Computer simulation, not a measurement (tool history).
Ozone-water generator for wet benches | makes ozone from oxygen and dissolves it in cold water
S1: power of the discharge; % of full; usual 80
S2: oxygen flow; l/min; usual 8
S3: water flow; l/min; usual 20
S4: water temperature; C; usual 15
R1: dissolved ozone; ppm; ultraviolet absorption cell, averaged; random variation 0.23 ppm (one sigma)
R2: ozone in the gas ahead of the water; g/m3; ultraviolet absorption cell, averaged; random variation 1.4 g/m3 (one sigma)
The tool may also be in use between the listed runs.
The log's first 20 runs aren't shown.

run 21 day=26.271 | S1=73 S2=6.95 S3=20 S4=15 | R1=33.1 R2=278.5
run 22 day=27.071 | S1=80 S2=4.71 S3=20 S4=12 | R1=38.8 R2=393.6
run 23 day=28.292 | S1=71 S2=4.71 S3=17 S4=14 | R1=40.3 R2=360.1
run 24 day=29.212 | S1=95 S2=4.71 S3=17 S4=14 | R1=50.5 R2=444
run 25 day=30.542 | S1=42 S2=4.14 S3=18 S4=10 | R1=26.8 R2=260.8
run 26 day=31.738 | S1=42 S2=4.14 S3=18 S4=10 | R1=27 R2=260.2
run 27 day=33.608 | S1=42 S2=4.14 S3=18 S4=10 | R1=26.6 R2=259.8
run 28 day=34.542 | S1=74 S2=5.62 S3=14 S4=13 | R1=48 R2=327.3
run 29 day=35.471 | S1=81 S2=5.02 S3=14 S4=21 | R1=46.7 R2=382
run 30 day=36.629 | S1=81 S2=5.02 S3=14 S4=21 | R1=46.7 R2=382.5
run 31 day=37.492 | S1=81 S2=5.86 S3=25 S4=10 | R1=31.2 R2=344.7

Run 32 comes next. What will it give?
run 32 day=38.35 | S1=90 S2=7.3 S3=20 S4=15 | R1=? R2=?

R1: 38.6 ppm
R2: 322.2 g/m3
Without the tool's hidden state the same run would have given R1 38.6 ppm, R2 315.8 g/m3.
